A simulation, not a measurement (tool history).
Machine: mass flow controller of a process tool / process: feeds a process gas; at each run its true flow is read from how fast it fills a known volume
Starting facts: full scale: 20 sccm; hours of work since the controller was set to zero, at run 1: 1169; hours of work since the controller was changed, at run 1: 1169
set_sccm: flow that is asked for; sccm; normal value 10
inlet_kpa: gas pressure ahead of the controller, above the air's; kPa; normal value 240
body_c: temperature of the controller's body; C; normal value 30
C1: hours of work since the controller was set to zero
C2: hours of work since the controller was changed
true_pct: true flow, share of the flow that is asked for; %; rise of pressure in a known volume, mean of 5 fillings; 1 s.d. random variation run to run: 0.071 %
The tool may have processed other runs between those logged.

{"run": 1, "hour": 0.0, "set_sccm": 10, "inlet_kpa": 240, "body_c": 30, "C1": 1169, "C2": 1169, "true_pct": 99.48}
{"run": 2, "hour": 66.1, "set_sccm": 10, "inlet_kpa": 240, "body_c": 30, "C1": 1201, "C2": 1201, "true_pct": 99.52}
{"run": 3, "hour": 126.2, "set_sccm": 10, "inlet_kpa": 240, "body_c": 30, "C1": 1230, "C2": 1230, "true_pct": 99.63}
{"run": 4, "hour": 226.0, "set_sccm": 10, "inlet_kpa": 240, "body_c": 30, "C1": 1278, "C2": 1278, "true_pct": 99.67}
{"run": 5, "hour": 277.5, "set_sccm": 10, "inlet_kpa": 240, "body_c": 30, "C1": 1303, "C2": 1303, "true_pct": 99.69}
{"run": 6, "hour": 361.8, "set_sccm": 12, "inlet_kpa": 240, "body_c": 30, "C1": 1344, "C2": 1344, "true_pct": 99.9}
{"run": 7, "hour": 450.6, "set_sccm": 10, "inlet_kpa": 240, "body_c": 34, "C1": 1387, "C2": 1387, "true_pct": 100.07}
{"run": 8, "hour": 494.6, "set_sccm": 10, "inlet_kpa": 266, "body_c": 30, "C1": 1408, "C2": 1408, "true_pct": 99.75}
{"run": 9, "hour": 548.1, "set_sccm": 3, "inlet_kpa": 240, "body_c": 30, "C1": 1434, "C2": 1434, "true_pct": 99.42}
{"run": 10, "hour": 608.5, "set_sccm": 3, "inlet_kpa": 240, "body_c": 30, "C1": 1463, "C2": 1463, "true_pct": 99.38}
{"run": 11, "hour": 692.0, "set_sccm": 3, "inlet_kpa": 240, "body_c": 24, "C1": 1503, "C2": 1503, "true_pct": 98.93}
{"run": 12, "hour": 759.3, "set_sccm": 3, "inlet_kpa": 240, "body_c": 24, "C1": 1536, "C2": 1536, "true_pct": 98.96}
{"run": 13, "hour": 854.1, "set_sccm": 10, "inlet_kpa": 240, "body_c": 30, "C1": 1581, "C2": 1581, "true_pct": 100.25}
{"run": 14, "hour": 904.3, "set_sccm": 10, "inlet_kpa": 240, "body_c": 30, "C1": 1606, "C2": 1606, "true_pct": 100.13}
{"run": 15, "hour": 957.9, "set_sccm": 10, "inlet_kpa": 240, "body_c": 30, "C1": 1632, "C2": 1632, "true_pct": 100.14}
{"run": 16, "hour": 1021.2, "set_sccm": 10, "inlet_kpa": 240, "body_c": 30, "C1": 1662, "C2": 1662, "true_pct": 100.32}
{"run": 17, "hour": 1118.3, "set_sccm": 10, "inlet_kpa": 240, "body_c": 30, "C1": 1709, "C2": 1709, "true_pct": 100.42}
{"run": 18, "hour": 1178.9, "set_sccm": 10, "inlet_kpa": 240, "body_c": 30, "C1": 1738, "C2": 1738, "true_pct": 100.49}
{"run": 19, "hour": 1256.4, "set_sccm": 10, "inlet_kpa": 240, "body_c": 30, "C1": 1776, "C2": 1776, "true_pct": 100.41}
{"run": 20, "hour": 1334.5, "set_sccm": 14, "inlet_kpa": 240, "body_c": 22, "C1": 1813, "C2": 1813, "true_pct": 100.05}
{"run": 21, "hour": 1392.3, "set_sccm": 8, "inlet_kpa": 258, "body_c": 35, "C1": 1841, "C2": 1841, "true_pct": 100.8}
{"run": 22, "hour": 1486.9, "set_sccm": 18, "inlet_kpa": 163, "body_c": 32, "C1": 1887, "C2": 1887, "true_pct": 101.88}
{"run": 23, "hour": 1564.4, "set_sccm": 17, "inlet_kpa": 225, "body_c": 38, "C1": 1924, "C2": 1924, "true_pct": 102.04}
{"run": 24, "hour": 1664.1, "set_sccm": 20, "inlet_kpa": 143, "body_c": 26, "C1": 1973, "C2": 1973, "true_pct": 101.8}
{"run": 25, "hour": 1744.7, "set_sccm": 19, "inlet_kpa": 177, "body_c": 32, "C1": 2012, "C2": 2012, "true_pct": 102.14}
{"run": 26, "hour": 1823.4, "set_sccm": 19, "inlet_kpa": 177, "body_c": 32, "C1": 2050, "C2": 2050, "true_pct": 102.23}
{"run": 27, "hour": 1900.6, "set_sccm": 19, "inlet_kpa": 177, "body_c": 38, "C1": 2087, "C2": 2087, "true_pct": 102.92}
{"run": 28, "hour": 1962.9, "set_sccm": 5, "inlet_kpa": 168, "body_c": 38, "C1": 2117, "C2": 2117, "true_pct": 101.99}
{"run": 29, "hour": 2027.5, "set_sccm": 3, "inlet_kpa": 156, "body_c": 29, "C1": 2148, "C2": 2148, "true_pct": 101.12}

Forecast each of these 3 alternatives for the next run:
{"run": "A", "hour": 2088.4, "set_sccm": 10, "inlet_kpa": 235, "body_c": 30, "C1": 2178, "C2": 2178, "true_pct": "?"}
{"run": "B", "hour": 2088.4, "set_sccm": 6, "inlet_kpa": 165, "body_c": 30, "C1": 2178, "C2": 2178, "true_pct": "?"}
{"run": "C", "hour": 2088.4, "set_sccm": 6, "inlet_kpa": 271, "body_c": 31, "C1": 2178, "C2": 2178, "true_pct": "?"}

run=A true_pct=101.18
run=B true_pct=101.41
run=C true_pct=100.71
Stripped of hidden state, with their random variation kept, the same runs would have yielded:
run=A true_pct=99.55
run=B true_pct=99.78
run=C true_pct=99.09

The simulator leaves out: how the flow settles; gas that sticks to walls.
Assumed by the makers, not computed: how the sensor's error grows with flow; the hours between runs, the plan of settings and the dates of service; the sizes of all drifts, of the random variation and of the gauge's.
